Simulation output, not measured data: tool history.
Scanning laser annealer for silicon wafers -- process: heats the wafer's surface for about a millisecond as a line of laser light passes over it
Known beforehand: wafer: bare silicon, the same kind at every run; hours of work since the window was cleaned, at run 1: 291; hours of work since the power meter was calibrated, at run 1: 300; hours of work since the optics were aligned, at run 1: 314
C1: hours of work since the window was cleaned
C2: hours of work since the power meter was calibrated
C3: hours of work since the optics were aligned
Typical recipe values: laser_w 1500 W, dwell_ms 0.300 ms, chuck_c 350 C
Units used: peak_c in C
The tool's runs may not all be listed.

{"run": 1, "day": 0.0, "laser_w": 1500, "dwell_ms": 0.3, "chuck_c": 350, "C1": 291, "C2": 300, "C3": 314, "peak_c": 1094}
{"run": 2, "day": 0.496, "laser_w": 1616, "dwell_ms": 0.3, "chuck_c": 350, "C1": 299, "C2": 308, "C3": 322, "peak_c": 1169}
{"run": 3, "day": 1.025, "laser_w": 1277, "dwell_ms": 0.3, "chuck_c": 350, "C1": 308, "C2": 317, "C3": 331, "peak_c": 955}
{"run": 4, "day": 1.471, "laser_w": 1277, "dwell_ms": 0.3, "chuck_c": 350, "C1": 316, "C2": 325, "C3": 338, "peak_c": 953}
{"run": 5, "day": 1.8, "laser_w": 1500, "dwell_ms": 0.3, "chuck_c": 350, "C1": 321, "C2": 330, "C3": 344, "peak_c": 1093}
{"run": 6, "day": 2.162, "laser_w": 1500, "dwell_ms": 0.353, "chuck_c": 350, "C1": 327, "C2": 336, "C3": 350, "peak_c": 1152}
{"run": 7, "day": 2.575, "laser_w": 1500, "dwell_ms": 0.3, "chuck_c": 350, "C1": 334, "C2": 343, "C3": 357, "peak_c": 1093}
{"run": 8, "day": 2.929, "laser_w": 1500, "dwell_ms": 0.3, "chuck_c": 350, "C1": 340, "C2": 349, "C3": 363, "peak_c": 1093}
{"run": 9, "day": 3.354, "laser_w": 1500, "dwell_ms": 0.3, "chuck_c": 350, "C1": 347, "C2": 356, "C3": 370, "peak_c": 1097}
{"run": 10, "day": 3.946, "laser_w": 1500, "dwell_ms": 0.3, "chuck_c": 350, "C1": 357, "C2": 366, "C3": 380, "peak_c": 1096}
{"run": 11, "day": 4.342, "laser_w": 1500, "dwell_ms": 0.3, "chuck_c": 350, "C1": 364, "C2": 373, "C3": 387, "peak_c": 1093}
{"run": 12, "day": 4.733, "laser_w": 1500, "dwell_ms": 0.3, "chuck_c": 350, "C1": 370, "C2": 379, "C3": 393, "peak_c": 1095}
{"run": 13, "day": 5.329, "laser_w": 1324, "dwell_ms": 0.3, "chuck_c": 350, "C1": 380, "C2": 389, "C3": 403, "peak_c": 980}
{"run": 14, "day": 5.817, "laser_w": 1324, "dwell_ms": 0.3, "chuck_c": 350, "C1": 388, "C2": 398, "C3": 411, "peak_c": 982}
{"run": 15, "day": 6.208, "laser_w": 1324, "dwell_ms": 0.3, "chuck_c": 350, "C1": 395, "C2": 404, "C3": 418, "peak_c": 984}
{"run": 16, "day": 6.762, "laser_w": 1324, "dwell_ms": 0.3, "chuck_c": 350, "C1": 404, "C2": 413, "C3": 427, "peak_c": 983}
{"run": 17, "day": 7.358, "laser_w": 1500, "dwell_ms": 0.259, "chuck_c": 350, "C1": 414, "C2": 423, "C3": 437, "peak_c": 1045}
{"run": 18, "day": 7.804, "laser_w": 1500, "dwell_ms": 0.259, "chuck_c": 350, "C1": 422, "C2": 431, "C3": 444, "peak_c": 1046}
{"run": 19, "day": 8.088, "laser_w": 1500, "dwell_ms": 0.259, "chuck_c": 350, "C1": 426, "C2": 436, "C3": 449, "peak_c": 1044}
{"run": 20, "day": 8.379, "laser_w": 1500, "dwell_ms": 0.259, "chuck_c": 335, "C1": 431, "C2": 440, "C3": 454, "peak_c": 1035}
{"run": 21, "day": 8.975, "laser_w": 1500, "dwell_ms": 0.259, "chuck_c": 335, "C1": 441, "C2": 450, "C3": 464, "peak_c": 1026}
{"run": 22, "day": 9.496, "laser_w": 1327, "dwell_ms": 0.329, "chuck_c": 346, "C1": 450, "C2": 459, "C3": 473, "peak_c": 1007}

What will run 23 give?
{"run": 23, "day": 9.875, "laser_w": 1327, "dwell_ms": 0.329, "chuck_c": 346, "C1": 456, "C2": 465, "C3": 479, "peak_c": "?"}

{"run 23": {"peak_c": 1004}}
If the tool had no hidden condition, the same run with the same run-to-run variation would have returned peak_c 1005 C.
